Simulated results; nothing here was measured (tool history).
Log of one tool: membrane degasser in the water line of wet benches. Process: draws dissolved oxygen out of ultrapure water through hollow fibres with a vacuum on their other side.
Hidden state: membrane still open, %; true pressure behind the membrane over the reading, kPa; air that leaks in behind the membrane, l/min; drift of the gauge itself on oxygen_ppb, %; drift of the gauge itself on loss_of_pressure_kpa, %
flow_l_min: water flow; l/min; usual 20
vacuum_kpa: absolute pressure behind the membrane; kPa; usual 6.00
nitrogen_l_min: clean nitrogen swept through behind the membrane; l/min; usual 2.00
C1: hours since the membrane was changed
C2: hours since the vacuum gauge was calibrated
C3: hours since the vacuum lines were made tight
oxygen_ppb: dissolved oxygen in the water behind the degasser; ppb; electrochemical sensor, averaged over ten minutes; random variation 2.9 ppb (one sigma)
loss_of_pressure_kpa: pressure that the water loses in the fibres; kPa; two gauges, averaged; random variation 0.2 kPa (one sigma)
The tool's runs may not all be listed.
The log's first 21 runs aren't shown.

{"run": 22, "hour": 1942.4, "flow_l_min": 14, "vacuum_kpa": 7.3, "nitrogen_l_min": 1.96, "C1": 2163, "C2": 8523, "C3": 7817, "oxygen_ppb": 165.1, "loss_of_pressure_kpa": 29.27}
{"run": 23, "hour": 2075.3, "flow_l_min": 14, "vacuum_kpa": 7.3, "nitrogen_l_min": 1.4, "C1": 2295, "C2": 8656, "C3": 7950, "oxygen_ppb": 187.4, "loss_of_pressure_kpa": 29.63}
{"hour": 2139.0, "done": "vacuum gauge calibrated"}
{"run": 24, "hour": 2163.0, "flow_l_min": 14, "vacuum_kpa": 7.3, "nitrogen_l_min": 1.4, "C1": 2383, "C2": 24, "C3": 8037, "oxygen_ppb": 192.4, "loss_of_pressure_kpa": 29.07}
{"run": 25, "hour": 2293.9, "flow_l_min": 14, "vacuum_kpa": 7.3, "nitrogen_l_min": 1.4, "C1": 2514, "C2": 155, "C3": 8168, "oxygen_ppb": 191.5, "loss_of_pressure_kpa": 29.65}
{"run": 26, "hour": 2410.8, "flow_l_min": 20, "vacuum_kpa": 9.11, "nitrogen_l_min": 1.4, "C1": 2630, "C2": 272, "C3": 8285, "oxygen_ppb": 404.7, "loss_of_pressure_kpa": 41.8}
{"run": 27, "hour": 2514.4, "flow_l_min": 20, "vacuum_kpa": 9.11, "nitrogen_l_min": 1.83, "C1": 2734, "C2": 375, "C3": 8389, "oxygen_ppb": 367.5, "loss_of_pressure_kpa": 42.05}
{"run": 28, "hour": 2572.0, "flow_l_min": 29, "vacuum_kpa": 6.0, "nitrogen_l_min": 1.15, "C1": 2792, "C2": 433, "C3": 8446, "oxygen_ppb": 606.9, "loss_of_pressure_kpa": 60.54}
{"run": 29, "hour": 2641.6, "flow_l_min": 17, "vacuum_kpa": 6.0, "nitrogen_l_min": 4.04, "C1": 2861, "C2": 503, "C3": 8516, "oxygen_ppb": 183.6, "loss_of_pressure_kpa": 35.75}
{"run": 30, "hour": 2763.9, "flow_l_min": 17, "vacuum_kpa": 5.08, "nitrogen_l_min": 5.49, "C1": 2984, "C2": 625, "C3": 8638, "oxygen_ppb": 172.1, "loss_of_pressure_kpa": 35.54}
{"run": 31, "hour": 2883.8, "flow_l_min": 21, "vacuum_kpa": 4.36, "nitrogen_l_min": 1.46, "C1": 3103, "C2": 745, "C3": 8758, "oxygen_ppb": 289.4, "loss_of_pressure_kpa": 43.83}
{"run": 32, "hour": 2977.6, "flow_l_min": 26, "vacuum_kpa": 13.79, "nitrogen_l_min": 0.86, "C1": 3197, "C2": 839, "C3": 8852, "oxygen_ppb": 970.9, "loss_of_pressure_kpa": 54.66}
{"run": 33, "hour": 3035.7, "flow_l_min": 26, "vacuum_kpa": 13.79, "nitrogen_l_min": 0.86, "C1": 3255, "C2": 897, "C3": 8910, "oxygen_ppb": 957.1, "loss_of_pressure_kpa": 54.43}

3 ways to go on from here, each from the tool as it stands after run 33. What would each give?
{"run": "A", "hour": 3093.5, "flow_l_min": 20, "vacuum_kpa": 6.0, "nitrogen_l_min": 1.31, "C1": 3313, "C2": 954, "C3": 8968, "oxygen_ppb": "?", "loss_of_pressure_kpa": "?"}
{"run": "B", "hour": 3093.5, "flow_l_min": 17, "vacuum_kpa": 13.79, "nitrogen_l_min": 5.76, "C1": 3313, "C2": 954, "C3": 8968, "oxygen_ppb": "?", "loss_of_pressure_kpa": "?"}
{"run": "C", "hour": 3093.5, "flow_l_min": 25, "vacuum_kpa": 6.0, "nitrogen_l_min": 2.0, "C1": 3313, "C2": 954, "C3": 8968, "oxygen_ppb": "?", "loss_of_pressure_kpa": "?"}

run=A oxygen_ppb=319.0 loss_of_pressure_kpa=42.07
run=B oxygen_ppb=231.8 loss_of_pressure_kpa=35.53
run=C oxygen_ppb=425.9 loss_of_pressure_kpa=52.06
Without the tool's hidden state the same runs would have given:
run=A oxygen_ppb=318.8 loss_of_pressure_kpa=42.07
run=B oxygen_ppb=231.7 loss_of_pressure_kpa=35.52
run=C oxygen_ppb=425.6 loss_of_pressure_kpa=52.05
